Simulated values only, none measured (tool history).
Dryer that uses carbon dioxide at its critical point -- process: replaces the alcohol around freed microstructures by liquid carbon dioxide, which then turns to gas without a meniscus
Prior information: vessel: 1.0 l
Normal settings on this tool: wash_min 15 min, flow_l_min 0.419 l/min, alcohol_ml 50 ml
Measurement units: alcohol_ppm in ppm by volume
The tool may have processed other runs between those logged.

run   hour  wash_min  flow_l_min  alcohol_ml  alcohol_ppm
  1      0        15       0.419          50          427
  2   17.7        15       0.419          50          445
  3   31.3        15       0.419          50          443
  4   50.3        15       0.419          50          454
  5   67.2        15       0.419          50          462
  6   82.8        15       0.419          50          461
  7   96.6        15       0.419          50          454
  8  118.9        15       0.419          70          637
  9  141.4        18        0.26          70         2438
 10  151.8        10       0.328          78         6791
 11  173.1        12       0.424         104         2296
 12  186.8        10       0.513          67         1415

Some steps in alcohol_ppm, run to run, broken into two amounts with sign: the step expected even without the hidden condition (settings, incoming material, random variation), and the rest, left for the hidden condition together with whatever gauge scatter is not in both the measured and the hidden-condition-free result:
The tool's hidden condition here consists of: flow that reaches the vessel past the clogged filter, %; alcohol in the recycled carbon dioxide, ppm; drift of the gauge itself on alcohol_ppm, %.
Run 9 -> 10: wash_min 18 -> 10, flow_l_min 0.26 -> 0.328, alcohol_ml 70 -> 78. alcohol_ppm +4353 ppm by volume: hidden state +584, all else +3769.
Run 10 -> 11: wash_min 10 -> 12, flow_l_min 0.328 -> 0.424, alcohol_ml 78 -> 104. alcohol_ppm -4495 ppm by volume: hidden state -504, all else -3991.
